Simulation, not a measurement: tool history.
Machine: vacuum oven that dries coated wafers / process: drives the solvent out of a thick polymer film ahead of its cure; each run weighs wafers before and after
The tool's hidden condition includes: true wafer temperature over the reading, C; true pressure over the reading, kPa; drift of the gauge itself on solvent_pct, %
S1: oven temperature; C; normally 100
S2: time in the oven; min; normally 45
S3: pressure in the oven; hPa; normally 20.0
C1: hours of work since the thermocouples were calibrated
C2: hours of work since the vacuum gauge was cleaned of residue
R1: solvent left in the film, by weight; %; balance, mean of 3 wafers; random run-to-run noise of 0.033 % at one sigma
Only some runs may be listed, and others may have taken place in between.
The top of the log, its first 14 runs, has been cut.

{"run": 15, "day": 6.038, "S1": 100, "S2": 63, "S3": 20.0, "C1": 714, "C2": 167, "R1": 3.15}
{"run": 16, "day": 6.588, "S1": 100, "S2": 63, "S3": 20.0, "C1": 723, "C2": 176, "R1": 3.12}
{"run": 17, "day": 7.062, "S1": 100, "S2": 63, "S3": 20.0, "C1": 731, "C2": 184, "R1": 3.18}
{"run": 18, "day": 7.604, "S1": 100, "S2": 63, "S3": 20.0, "C1": 740, "C2": 193, "R1": 3.18}
{"run": 19, "day": 7.938, "S1": 100, "S2": 63, "S3": 20.0, "C1": 745, "C2": 198, "R1": 3.22}
{"run": 20, "day": 8.421, "S1": 115, "S2": 45, "S3": 15.0, "C1": 753, "C2": 206, "R1": 1.4}
{"run": 21, "day": 9.038, "S1": 115, "S2": 45, "S3": 15.0, "C1": 763, "C2": 217, "R1": 1.44}
{"run": 22, "day": 9.65, "S1": 115, "S2": 43, "S3": 14.2, "C1": 773, "C2": 227, "R1": 1.35}
{"run": 23, "day": 10.075, "S1": 111, "S2": 43, "S3": 32.7, "C1": 780, "C2": 234, "R1": 3.51}
{"run": 24, "day": 10.358, "S1": 103, "S2": 25, "S3": 43.4, "C1": 785, "C2": 238, "R1": 6.78}
{"run": 25, "day": 10.771, "S1": 100, "S2": 39, "S3": 20.0, "C1": 792, "C2": 245, "R1": 3.6}
{"run": 26, "day": 11.1, "S1": 87, "S2": 27, "S3": 20.1, "C1": 797, "C2": 251, "R1": 8.14}
{"run": 27, "day": 11.504, "S1": 87, "S2": 27, "S3": 43.3, "C1": 804, "C2": 257, "R1": 12.35}
{"run": 28, "day": 11.975, "S1": 87, "S2": 27, "S3": 43.3, "C1": 812, "C2": 265, "R1": 12.22}
{"run": 29, "day": 12.562, "S1": 87, "S2": 55, "S3": 12.2, "C1": 821, "C2": 275, "R1": 4.43}
{"run": 30, "day": 13.162, "S1": 87, "S2": 55, "S3": 12.2, "C1": 831, "C2": 285, "R1": 4.43}
{"run": 31, "day": 13.521, "S1": 106, "S2": 26, "S3": 34.6, "C1": 837, "C2": 291, "R1": 4.9}
{"run": 32, "day": 13.9, "S1": 91, "S2": 37, "S3": 23.0, "C1": 843, "C2": 297, "R1": 6.42}
{"run": 33, "day": 14.183, "S1": 91, "S2": 37, "S3": 23.0, "C1": 848, "C2": 302, "R1": 6.5}
{"run": 34, "day": 14.488, "S1": 91, "S2": 37, "S3": 23.0, "C1": 853, "C2": 307, "R1": 6.45}
{"run": 35, "day": 14.875, "S1": 99, "S2": 45, "S3": 11.6, "C1": 860, "C2": 313, "R1": 2.36}
{"run": 36, "day": 15.329, "S1": 104, "S2": 45, "S3": 39.2, "C1": 867, "C2": 320, "R1": 5.38}
{"run": 37, "day": 15.892, "S1": 104, "S2": 45, "S3": 39.2, "C1": 876, "C2": 330, "R1": 5.39}

Branching from run 37: 3 alternative next runs. What would each branch give?
{"run": "A", "day": 16.421, "S1": 92, "S2": 45, "S3": 20.0, "C1": 885, "C2": 338, "R1": "?"}
{"run": "B", "day": 16.421, "S1": 106, "S2": 45, "S3": 20.0, "C1": 885, "C2": 338, "R1": "?"}
{"run": "C", "day": 16.421, "S1": 106, "S2": 62, "S3": 20.0, "C1": 885, "C2": 338, "R1": "?"}

run=A R1=5.16
run=B R1=2.72
run=C R1=2.56
What these runs would have given with no unlogged condition in the tool:
run=A R1=5.24
run=B R1=2.69
run=C R1=2.52

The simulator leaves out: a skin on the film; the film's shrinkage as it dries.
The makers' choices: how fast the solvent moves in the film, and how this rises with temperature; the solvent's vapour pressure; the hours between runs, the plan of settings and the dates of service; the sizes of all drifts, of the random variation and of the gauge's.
